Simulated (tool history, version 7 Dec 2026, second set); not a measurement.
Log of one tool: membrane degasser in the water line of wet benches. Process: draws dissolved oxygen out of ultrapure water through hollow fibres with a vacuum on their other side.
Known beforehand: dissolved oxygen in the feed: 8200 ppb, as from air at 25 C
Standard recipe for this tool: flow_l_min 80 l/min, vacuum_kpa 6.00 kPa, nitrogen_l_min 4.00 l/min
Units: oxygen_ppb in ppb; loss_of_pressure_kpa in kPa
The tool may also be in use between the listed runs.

run 1 hour=0.0 | flow_l_min=80 vacuum_kpa=6.00 nitrogen_l_min=4.00 | oxygen_ppb=404.9 loss_of_pressure_kpa=71.23
run 2 hour=87.3 | flow_l_min=80 vacuum_kpa=6.00 nitrogen_l_min=4.00 | oxygen_ppb=408.8 loss_of_pressure_kpa=70.98
run 3 hour=252.9 | flow_l_min=80 vacuum_kpa=6.00 nitrogen_l_min=4.00 | oxygen_ppb=400.2 loss_of_pressure_kpa=71.39
run 4 hour=418.7 | flow_l_min=77 vacuum_kpa=6.00 nitrogen_l_min=4.00 | oxygen_ppb=380.0 loss_of_pressure_kpa=69.11
run 5 hour=605.2 | flow_l_min=102 vacuum_kpa=6.00 nitrogen_l_min=4.00 | oxygen_ppb=633.3 loss_of_pressure_kpa=91.12
-- hour=662.6 seals of the vacuum lines changed
run 6 hour=747.5 | flow_l_min=80 vacuum_kpa=7.22 nitrogen_l_min=4.00 | oxygen_ppb=463.0 loss_of_pressure_kpa=72.12
run 7 hour=896.9 | flow_l_min=80 vacuum_kpa=4.57 nitrogen_l_min=4.00 | oxygen_ppb=363.3 loss_of_pressure_kpa=71.71
run 8 hour=1019.9 | flow_l_min=80 vacuum_kpa=6.00 nitrogen_l_min=1.82 | oxygen_ppb=523.3 loss_of_pressure_kpa=72.02
run 9 hour=1193.1 | flow_l_min=80 vacuum_kpa=6.00 nitrogen_l_min=1.82 | oxygen_ppb=528.7 loss_of_pressure_kpa=72.07
run 10 hour=1304.5 | flow_l_min=80 vacuum_kpa=6.00 nitrogen_l_min=1.82 | oxygen_ppb=540.2 loss_of_pressure_kpa=72.19
run 11 hour=1421.5 | flow_l_min=54 vacuum_kpa=6.00 nitrogen_l_min=4.00 | oxygen_ppb=200.9 loss_of_pressure_kpa=48.76
run 12 hour=1534.1 | flow_l_min=54 vacuum_kpa=6.00 nitrogen_l_min=4.00 | oxygen_ppb=199.5 loss_of_pressure_kpa=48.64
run 13 hour=1697.3 | flow_l_min=80 vacuum_kpa=6.00 nitrogen_l_min=4.00 | oxygen_ppb=424.1 loss_of_pressure_kpa=72.66
run 14 hour=1873.0 | flow_l_min=80 vacuum_kpa=6.00 nitrogen_l_min=2.95 | oxygen_ppb=472.4 loss_of_pressure_kpa=73.09
run 15 hour=2007.1 | flow_l_min=80 vacuum_kpa=6.00 nitrogen_l_min=2.95 | oxygen_ppb=467.1 loss_of_pressure_kpa=72.90
run 16 hour=2098.0 | flow_l_min=80 vacuum_kpa=6.00 nitrogen_l_min=2.95 | oxygen_ppb=473.0 loss_of_pressure_kpa=72.81
run 17 hour=2194.7 | flow_l_min=80 vacuum_kpa=6.00 nitrogen_l_min=2.95 | oxygen_ppb=473.4 loss_of_pressure_kpa=72.85
run 18 hour=2298.6 | flow_l_min=80 vacuum_kpa=6.05 nitrogen_l_min=4.13 | oxygen_ppb=438.7 loss_of_pressure_kpa=73.03
run 19 hour=2491.4 | flow_l_min=80 vacuum_kpa=6.05 nitrogen_l_min=4.13 | oxygen_ppb=438.8 loss_of_pressure_kpa=73.51
run 20 hour=2588.3 | flow_l_min=82 vacuum_kpa=6.00 nitrogen_l_min=4.00 | oxygen_ppb=463.4 loss_of_pressure_kpa=75.54
run 21 hour=2705.0 | flow_l_min=69 vacuum_kpa=6.00 nitrogen_l_min=2.24 | oxygen_ppb=409.4 loss_of_pressure_kpa=63.11
run 22 hour=2796.0 | flow_l_min=104 vacuum_kpa=6.92 nitrogen_l_min=4.09 | oxygen_ppb=726.0 loss_of_pressure_kpa=96.03
run 23 hour=2917.3 | flow_l_min=104 vacuum_kpa=6.92 nitrogen_l_min=4.09 | oxygen_ppb=751.8 loss_of_pressure_kpa=96.53
-- hour=2988.0 vacuum gauge calibrated
run 24 hour=3086.8 | flow_l_min=49 vacuum_kpa=5.48 nitrogen_l_min=9.56 | oxygen_ppb=121.4 loss_of_pressure_kpa=45.33
run 25 hour=3254.9 | flow_l_min=54 vacuum_kpa=5.81 nitrogen_l_min=9.23 | oxygen_ppb=158.6 loss_of_pressure_kpa=50.16
run 26 hour=3356.3 | flow_l_min=54 vacuum_kpa=5.81 nitrogen_l_min=9.23 | oxygen_ppb=161.0 loss_of_pressure_kpa=50.13
run 27 hour=3479.9 | flow_l_min=80 vacuum_kpa=6.00 nitrogen_l_min=3.40 | oxygen_ppb=461.1 loss_of_pressure_kpa=74.23
run 28 hour=3600.0 | flow_l_min=80 vacuum_kpa=6.00 nitrogen_l_min=3.40 | oxygen_ppb=474.6 loss_of_pressure_kpa=74.23
run 29 hour=3689.4 | flow_l_min=67 vacuum_kpa=6.00 nitrogen_l_min=5.60 | oxygen_ppb=300.3 loss_of_pressure_kpa=62.58
run 30 hour=3800.5 | flow_l_min=67 vacuum_kpa=6.00 nitrogen_l_min=5.60 | oxygen_ppb=307.3 loss_of_pressure_kpa=62.72
run 31 hour=3977.0 | flow_l_min=67 vacuum_kpa=6.00 nitrogen_l_min=5.60 | oxygen_ppb=297.5 loss_of_pressure_kpa=62.86

Here are 3 independent what-if runs from the current tool condition. What would each one return?
run A hour=4094.2 | flow_l_min=87 vacuum_kpa=6.00 nitrogen_l_min=5.60 | oxygen_ppb=? loss_of_pressure_kpa=?
run B hour=4094.2 | flow_l_min=108 vacuum_kpa=14.57 nitrogen_l_min=4.00 | oxygen_ppb=? loss_of_pressure_kpa=?
run C hour=4094.2 | flow_l_min=80 vacuum_kpa=6.00 nitrogen_l_min=3.34 | oxygen_ppb=? loss_of_pressure_kpa=?

run=A oxygen_ppb=491.5 loss_of_pressure_kpa=81.78
run=B oxygen_ppb=1168.9 loss_of_pressure_kpa=101.78
run=C oxygen_ppb=483.5 loss_of_pressure_kpa=75.46
With no hidden state in the tool, these same runs would have given:
run=A oxygen_ppb=392.3 loss_of_pressure_kpa=74.84
run=B oxygen_ppb=1047.0 loss_of_pressure_kpa=93.14
run=C oxygen_ppb=392.5 loss_of_pressure_kpa=69.07
